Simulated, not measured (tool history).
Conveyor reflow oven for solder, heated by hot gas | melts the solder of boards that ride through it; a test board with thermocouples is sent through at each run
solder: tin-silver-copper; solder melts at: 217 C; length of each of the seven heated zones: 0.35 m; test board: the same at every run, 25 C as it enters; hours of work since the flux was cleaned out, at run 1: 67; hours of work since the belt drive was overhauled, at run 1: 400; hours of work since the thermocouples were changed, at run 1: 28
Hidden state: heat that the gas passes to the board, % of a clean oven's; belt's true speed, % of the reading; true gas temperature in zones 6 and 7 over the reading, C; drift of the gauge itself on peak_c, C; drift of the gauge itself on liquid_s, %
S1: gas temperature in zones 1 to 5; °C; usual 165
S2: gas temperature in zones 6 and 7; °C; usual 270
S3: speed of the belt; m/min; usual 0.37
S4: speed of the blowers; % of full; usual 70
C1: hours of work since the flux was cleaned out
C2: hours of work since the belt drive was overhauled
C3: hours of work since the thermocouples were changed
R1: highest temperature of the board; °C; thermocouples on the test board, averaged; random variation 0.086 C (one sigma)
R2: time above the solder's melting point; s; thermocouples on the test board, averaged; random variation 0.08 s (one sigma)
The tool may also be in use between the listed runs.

Run 1, hour 0: usual settings; C1 67; C2 400; C3 28. Result: R1 259.47 °C, R2 90.83 s.
Run 2, hour 13.9: usual settings; C1 76; C2 408; C3 36. Result: R1 259.27 °C, R2 90.79 s.
Run 3, hour 25.3: usual settings; C1 83; C2 415; C3 43. Result: R1 259.31 °C, R2 90.75 s.
Run 4, hour 34: usual settings; C1 88; C2 420; C3 48. Result: R1 259.36 °C, R2 90.68 s.
Run 5, hour 47.1: usual settings; C1 96; C2 428; C3 56. Result: R1 259.34 °C, R2 90.6 s.
Run 6, hour 57.9: usual settings; C1 102; C2 434; C3 62. Result: R1 259.25 °C, R2 90.56 s.
Run 7, hour 75.2: usual settings; C1 112; C2 445; C3 72. Result: R1 259.2 °C, R2 90.57 s.
Run 8, hour 91: usual settings; C1 122; C2 454; C3 82. Result: R1 259.25 °C, R2 90.44 s.
Run 9, hour 105.8: usual settings but S4 56 % of full; C1 130; C2 463; C3 91. Result: R1 256.29 °C, R2 87.06 s.
Run 10, hour 121.8: usual settings but S3 0.433 m/min; C1 140; C2 472; C3 100. Result: R1 254.28 °C, R2 71.94 s.
Run 11, hour 134.9: usual settings but S4 55 % of full; C1 148; C2 480; C3 108. Result: R1 256.19 °C, R2 86.68 s.
Run 12, hour 147.8: usual settings but S4 55 % of full; C1 155; C2 488; C3 115. Result: R1 255.94 °C, R2 86.69 s.
Run 13, hour 161.8: usual settings but S4 58 % of full; C1 164; C2 496; C3 124. Result: R1 256.7 °C, R2 87.56 s.
Run 14, hour 170.6: usual settings but S4 58 % of full; C1 169; C2 501; C3 129. Result: R1 256.72 °C, R2 87.61 s.
Run 15, hour 187: usual settings; C1 179; C2 511; C3 139. Result: R1 258.78 °C, R2 90.27 s.
Run 16, hour 205.1: usual settings; C1 189; C2 522; C3 150. Result: R1 258.62 °C, R2 90.33 s.
Run 17, hour 214.3: usual settings but S1 158 °C, S2 266 °C, S3 0.302 m/min, S4 72 % of full; C1 195; C2 527; C3 155. Result: R1 259.02 °C, R2 111 s.
Run 18, hour 225.7: usual settings but S3 0.301 m/min; C1 202; C2 534; C3 162. Result: R1 263.11 °C, R2 118.32 s.
At hour 239.9: flux residue cleaned out of gas plates and filters.
Run 19, hour 248.8: usual settings but S3 0.301 m/min; C1 5; C2 545; C3 173. Result: R1 263.82 °C, R2 119.13 s.
Run 20, hour 262.9: usual settings but S3 0.301 m/min; C1 14; C2 553; C3 181. Result: R1 263.77 °C, R2 118.98 s.
Run 21, hour 275.6: usual settings but S2 269 °C, S3 0.371 m/min; C1 21; C2 561; C3 189. Result: R1 258.3 °C, R2 90.08 s.
Run 22, hour 284.2: usual settings but S2 269 °C, S3 0.371 m/min; C1 26; C2 566; C3 194. Result: R1 258.28 °C, R2 90.25 s.
Run 23, hour 299.8: usual settings but S1 156 °C, S2 271 °C, S4 67 % of full; C1 36; C2 575; C3 203. Result: R1 258.76 °C, R2 86.65 s.
Run 24, hour 313: usual settings but S2 282 °C; C1 43; C2 583; C3 211. Result: R1 270.61 °C, R2 99.44 s.
Run 25, hour 322.7: usual settings but S2 267 °C, S3 0.43 m/min; C1 49; C2 589; C3 217. Result: R1 252.17 °C, R2 70.99 s.
Run 26, hour 339.1: usual settings but S3 0.332 m/min; C1 59; C2 599; C3 226. Result: R1 261.69 °C, R2 105 s.
Run 27, hour 352.9: usual settings but S3 0.332 m/min; C1 67; C2 607; C3 235. Result: R1 261.79 °C, R2 105.06 s.
Run 28, hour 360.8: usual settings but S1 159 °C; C1 72; C2 612; C3 239. Result: R1 258.57 °C, R2 87.94 s.
Run 29, hour 373.6: usual settings but S1 159 °C; C1 80; C2 619; C3 247. Result: R1 258.56 °C, R2 87.92 s.
Run 30, hour 381.8: usual settings but S3 0.364 m/min, S4 54 % of full; C1 84; C2 624; C3 252. Result: R1 256.58 °C, R2 88.94 s.
Run 31, hour 398.8: usual settings but S3 0.364 m/min, S4 54 % of full; C1 95; C2 634; C3 262. Result: R1 256.47 °C, R2 88.84 s.

The same runs without the tool's hidden state, with the same run-to-run variation:
run      R1      R2
  1  259.84   90.69
  2  259.69   90.68
  3  259.77   90.67
  4  259.84   90.62
  5  259.86   90.58
  6   259.8   90.56
  7  259.81   90.62
  8  259.91   90.53
  9   256.9   87.16
 10  255.16   72.37
 11  256.88   86.85
 12  256.67   86.89
 13  257.48    87.8
 14  257.53   87.86
 15  259.73   90.59
 16  259.61   90.69
 17  259.88  111.32
 18  263.96  118.33
 19  264.11  118.28
 20   264.1  118.15
 21  258.62   89.51
 22  258.63   89.71
 23  259.14   86.16
 24  271.04   98.79
 25  252.62   70.74
 26   262.2  104.43
 27  262.34  104.51
 28  259.15   87.62
 29  259.18   87.63
 30  257.12   88.58
 31  257.06   88.52
